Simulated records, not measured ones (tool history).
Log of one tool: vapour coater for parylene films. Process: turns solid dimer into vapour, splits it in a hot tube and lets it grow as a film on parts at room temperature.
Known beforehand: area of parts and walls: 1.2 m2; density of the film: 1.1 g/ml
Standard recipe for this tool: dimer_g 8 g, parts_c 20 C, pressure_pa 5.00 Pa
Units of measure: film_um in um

{"run": 1, "hour": 0.0, "dimer_g": 8, "parts_c": 20, "pressure_pa": 5.0, "film_um": 3.19}
{"run": 2, "hour": 58.8, "dimer_g": 8, "parts_c": 19, "pressure_pa": 5.0, "film_um": 3.23}
{"run": 3, "hour": 107.4, "dimer_g": 8, "parts_c": 19, "pressure_pa": 5.0, "film_um": 3.21}
{"run": 4, "hour": 158.6, "dimer_g": 8, "parts_c": 25, "pressure_pa": 5.0, "film_um": 2.77}
{"run": 5, "hour": 205.8, "dimer_g": 8, "parts_c": 25, "pressure_pa": 5.0, "film_um": 2.77}
{"run": 6, "hour": 252.7, "dimer_g": 8, "parts_c": 25, "pressure_pa": 5.0, "film_um": 2.7}
{"run": 7, "hour": 296.9, "dimer_g": 8, "parts_c": 25, "pressure_pa": 5.0, "film_um": 2.67}
{"run": 8, "hour": 353.5, "dimer_g": 8, "parts_c": 25, "pressure_pa": 5.0, "film_um": 2.75}
{"run": 9, "hour": 420.1, "dimer_g": 8, "parts_c": 25, "pressure_pa": 5.0, "film_um": 2.71}
{"run": 10, "hour": 465.3, "dimer_g": 8, "parts_c": 25, "pressure_pa": 5.0, "film_um": 2.64}
{"run": 11, "hour": 512.7, "dimer_g": 8, "parts_c": 20, "pressure_pa": 2.9, "film_um": 3.08}
{"run": 12, "hour": 548.0, "dimer_g": 8, "parts_c": 20, "pressure_pa": 5.0, "film_um": 2.99}
{"run": 13, "hour": 620.8, "dimer_g": 12, "parts_c": 20, "pressure_pa": 5.0, "film_um": 4.48}
{"run": 14, "hour": 688.1, "dimer_g": 12, "parts_c": 20, "pressure_pa": 5.0, "film_um": 4.43}
{"run": 15, "hour": 753.1, "dimer_g": 12, "parts_c": 20, "pressure_pa": 5.0, "film_um": 4.47}
{"run": 16, "hour": 830.9, "dimer_g": 12, "parts_c": 20, "pressure_pa": 5.0, "film_um": 4.44}
{"run": 17, "hour": 882.3, "dimer_g": 12, "parts_c": 20, "pressure_pa": 5.0, "film_um": 4.35}
{"run": 18, "hour": 942.7, "dimer_g": 12, "parts_c": 20, "pressure_pa": 2.1, "film_um": 4.58}
{"run": 19, "hour": 980.5, "dimer_g": 12, "parts_c": 20, "pressure_pa": 2.1, "film_um": 4.49}
{"run": 20, "hour": 1034.3, "dimer_g": 12, "parts_c": 20, "pressure_pa": 2.1, "film_um": 4.5}
{"run": 21, "hour": 1076.9, "dimer_g": 8, "parts_c": 20, "pressure_pa": 5.0, "film_um": 2.86}
{"hour": 1102.6, "done": "trap's valve overhauled"}
{"run": 22, "hour": 1128.2, "dimer_g": 3, "parts_c": 17, "pressure_pa": 2.0, "film_um": 1.16}
{"run": 23, "hour": 1194.8, "dimer_g": 4, "parts_c": 15, "pressure_pa": 5.0, "film_um": 1.52}
{"run": 24, "hour": 1240.5, "dimer_g": 6, "parts_c": 18, "pressure_pa": 5.46, "film_um": 2.08}
{"run": 25, "hour": 1302.6, "dimer_g": 6, "parts_c": 32, "pressure_pa": 5.61, "film_um": 1.43}
{"run": 26, "hour": 1348.2, "dimer_g": 9, "parts_c": 14, "pressure_pa": 5.28, "film_um": 3.44}
{"hour": 1384.9, "done": "trap's valve overhauled, once more"}
{"run": 27, "hour": 1418.5, "dimer_g": 9, "parts_c": 14, "pressure_pa": 5.28, "film_um": 4.18}
{"run": 28, "hour": 1492.7, "dimer_g": 9, "parts_c": 18, "pressure_pa": 7.09, "film_um": 3.65}
{"run": 29, "hour": 1554.1, "dimer_g": 9, "parts_c": 17, "pressure_pa": 3.59, "film_um": 3.96}
{"run": 30, "hour": 1591.6, "dimer_g": 3, "parts_c": 20, "pressure_pa": 5.0, "film_um": 1.21}
{"run": 31, "hour": 1648.6, "dimer_g": 3, "parts_c": 20, "pressure_pa": 5.0, "film_um": 1.15}
{"run": 32, "hour": 1704.0, "dimer_g": 3, "parts_c": 20, "pressure_pa": 5.0, "film_um": 1.14}
{"run": 33, "hour": 1776.7, "dimer_g": 9, "parts_c": 29, "pressure_pa": 2.8, "film_um": 2.84}
{"run": 34, "hour": 1825.0, "dimer_g": 9, "parts_c": 29, "pressure_pa": 2.8, "film_um": 2.79}
{"run": 35, "hour": 1881.3, "dimer_g": 9, "parts_c": 29, "pressure_pa": 2.8, "film_um": 2.82}
{"run": 36, "hour": 1946.8, "dimer_g": 6, "parts_c": 29, "pressure_pa": 4.35, "film_um": 1.79}
{"run": 37, "hour": 1989.0, "dimer_g": 5, "parts_c": 20, "pressure_pa": 7.82, "film_um": 1.82}
{"run": 38, "hour": 2044.0, "dimer_g": 5, "parts_c": 25, "pressure_pa": 7.82, "film_um": 1.51}
{"run": 39, "hour": 2114.9, "dimer_g": 5, "parts_c": 25, "pressure_pa": 7.82, "film_um": 1.59}
{"run": 40, "hour": 2196.3, "dimer_g": 6, "parts_c": 31, "pressure_pa": 2.03, "film_um": 1.76}
{"run": 41, "hour": 2278.2, "dimer_g": 4, "parts_c": 17, "pressure_pa": 2.08, "film_um": 1.66}
{"run": 42, "hour": 2333.1, "dimer_g": 4, "parts_c": 26, "pressure_pa": 5.0, "film_um": 1.21}

What if the next run were any one of these 5? Each begins from the tool's condition after run 42:
{"run": "A", "hour": 2396.5, "dimer_g": 5, "parts_c": 26, "pressure_pa": 6.65, "film_um": "?"}
{"run": "B", "hour": 2396.5, "dimer_g": 8, "parts_c": 17, "pressure_pa": 5.0, "film_um": "?"}
{"run": "C", "hour": 2396.5, "dimer_g": 14, "parts_c": 17, "pressure_pa": 2.04, "film_um": "?"}
{"run": "D", "hour": 2396.5, "dimer_g": 5, "parts_c": 14, "pressure_pa": 2.61, "film_um": "?"}
{"run": "E", "hour": 2396.5, "dimer_g": 6, "parts_c": 18, "pressure_pa": 2.03, "film_um": "?"}

run=A film_um=1.44
run=B film_um=3.07
run=C film_um=5.79
run=D film_um=2.21
run=E film_um=2.37
Stripped of hidden state, with their random variation kept, the same runs would have yielded:
run=A film_um=1.65
run=B film_um=3.51
run=C film_um=6.60
run=D film_um=2.51
run=E film_um=2.70

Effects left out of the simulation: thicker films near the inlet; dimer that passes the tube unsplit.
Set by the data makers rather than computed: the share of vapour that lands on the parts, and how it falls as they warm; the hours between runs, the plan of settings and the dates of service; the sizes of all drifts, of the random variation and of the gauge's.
